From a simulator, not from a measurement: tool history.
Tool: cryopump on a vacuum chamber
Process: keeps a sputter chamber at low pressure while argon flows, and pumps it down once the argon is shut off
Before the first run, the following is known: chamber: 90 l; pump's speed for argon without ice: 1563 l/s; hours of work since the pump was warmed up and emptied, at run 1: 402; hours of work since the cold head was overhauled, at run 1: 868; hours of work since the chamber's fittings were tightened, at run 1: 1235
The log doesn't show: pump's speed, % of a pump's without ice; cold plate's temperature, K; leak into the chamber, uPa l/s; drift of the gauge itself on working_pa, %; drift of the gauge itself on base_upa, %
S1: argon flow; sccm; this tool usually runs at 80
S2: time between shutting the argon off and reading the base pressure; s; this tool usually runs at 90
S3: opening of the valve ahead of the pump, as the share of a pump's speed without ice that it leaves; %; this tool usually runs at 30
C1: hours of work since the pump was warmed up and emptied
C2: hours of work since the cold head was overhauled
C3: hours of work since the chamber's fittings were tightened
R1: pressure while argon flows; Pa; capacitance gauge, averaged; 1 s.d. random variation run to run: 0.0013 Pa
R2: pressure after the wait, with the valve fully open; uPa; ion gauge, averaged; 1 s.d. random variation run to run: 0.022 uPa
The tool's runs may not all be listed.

run	hour	S1	S2	S3	C1	C2	C3	R1	R2
1	0	80	90	30	402	868	1235	0.3221	2.21
2	21.8	80	58	30	416	882	1249	0.3274	2.44
3	55.7	80	58	30	438	904	1270	0.3298	2.46
# hour 69.2: pump warmed up, emptied and cooled again
4	99.1	80	90	57	19	929	1295	0.1537	1.76
5	129.5	130	90	30	39	948	1315	0.477	1.8
6	166.9	80	90	30	63	972	1339	0.2948	1.85
7	186.9	80	90	30	76	985	1351	0.2962	1.82
8	233.6	80	181	30	106	1015	1381	0.2968	1.69
9	255.4	54	90	25	120	1029	1395	0.2388	1.96
10	286.2	79	90	19	139	1049	1415	0.459	2.08
11	315.2	79	90	19	158	1067	1434	0.4652	2.06
12	355.6	40	198	45	184	1093	1460	0.103	1.87
13	397.9	41	39	45	211	1121	1487	0.1072	2.69

Some steps in R1 between neighbouring runs. How much of each would the tool show without its hidden state too (settings, what came in, random variation), and how much is left for the hidden state, with any gauge scatter that isn't in both results?
Run 3 -> 4: S2 58 -> 90, S3 30 -> 57, pump warmed up, emptied and cooled again. R1 -0.1761 Pa: hidden state -0.0378, all else -0.1383.
Run 11 -> 12: S1 79 -> 40, S2 90 -> 198, S3 19 -> 45. R1 -0.3622 Pa: hidden state -0.0053, all else -0.3569.
